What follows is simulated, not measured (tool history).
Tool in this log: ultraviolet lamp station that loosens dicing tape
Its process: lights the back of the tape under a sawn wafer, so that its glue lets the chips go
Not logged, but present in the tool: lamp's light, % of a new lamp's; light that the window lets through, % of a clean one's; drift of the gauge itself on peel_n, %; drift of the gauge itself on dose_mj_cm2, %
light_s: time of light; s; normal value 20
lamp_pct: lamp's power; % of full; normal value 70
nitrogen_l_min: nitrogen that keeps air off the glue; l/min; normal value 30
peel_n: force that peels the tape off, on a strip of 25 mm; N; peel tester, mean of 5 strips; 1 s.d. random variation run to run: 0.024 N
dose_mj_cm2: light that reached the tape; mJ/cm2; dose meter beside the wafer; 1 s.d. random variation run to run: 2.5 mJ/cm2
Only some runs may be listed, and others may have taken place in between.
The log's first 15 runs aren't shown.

run    hour  light_s  lamp_pct  nitrogen_l_min  hours of work of the lamp  hours of work since the window was cleaned  peel_n  dose_mj_cm2
 16   603.1       20        70              35                       1331                                          87   1.575          231
 17   634.2       20        70              35                       1346                                         103   1.681          228
 18   682.5       20        70              30                       1371                                         127   1.733          227
 19   739.2       20        70              30                       1399                                         156   1.752          223
 20     793       20        70              30                       1426                                         183   1.864          221
 21     835       20        70              30                       1447                                         204    1.83          221
 22   860.4       18        70              30                       1460                                         216   2.312          198
 23   897.8       18        70              30                       1478                                         235    2.23          197
 24   941.3       18        70              30                       1500                                         257   2.294          192
 25   978.1       18        70              30                       1519                                         275   2.268          190
 26  1026.6       33        63              12                       1543                                         300   1.525          315
 27  1080.6       18        85              10                       1570                                         327   2.737          222
 28  1123.4       18        85              10                       1592                                         348   2.841          222
 29  1178.7       25        85              10                       1619                                         376   1.735          310
     1229.6  -- window cleaned of glue's vapour
 30  1232.3       22        88              26                       1646                                           1   1.059          307
     1257.7  -- lamp changed
 31    1284       36        70              30                         13                                          27   0.386          499
 32  1327.7       36        65              14                         35                                          49   0.634          461
 33  1384.3       36        65              14                         63                                          77   0.659          450
 34  1434.7       17        88              30                         89                                         102   1.084          294
 35  1471.1       35        63              36                        107                                         121   0.468          424
 36  1501.7       35        63              36                        122                                         136   0.464          415
 37  1551.1       24        70              40                        147                                         161   0.822          321
 38  1577.9       21        70              24                        161                                         174   1.414          282
 39    1632       21        70              24                        188                                         201   1.393          273

What if the next run were any one of these 4? Each begins from the tool's condition after run 39:
  A  1662.2       20        70              43                        203                                         216       ?            ?
  B  1662.2       21        65              24                        203                                         216       ?            ?
  C  1662.2       21        71              24                        203                                         216       ?            ?
  D  1662.2       11        70              24                        203                                         216       ?            ?

run  peel_n  dose_mj_cm2
  A    1.17          258
  B   1.628          250
  C   1.349          276
  D   3.568          143
The same runs, with their run-to-run variation unchanged, on a tool lacking any hidden condition would have given:
run  peel_n  dose_mj_cm2
  A   0.968          283
  B   1.369          274
  C   1.124          304
  D   3.202          157

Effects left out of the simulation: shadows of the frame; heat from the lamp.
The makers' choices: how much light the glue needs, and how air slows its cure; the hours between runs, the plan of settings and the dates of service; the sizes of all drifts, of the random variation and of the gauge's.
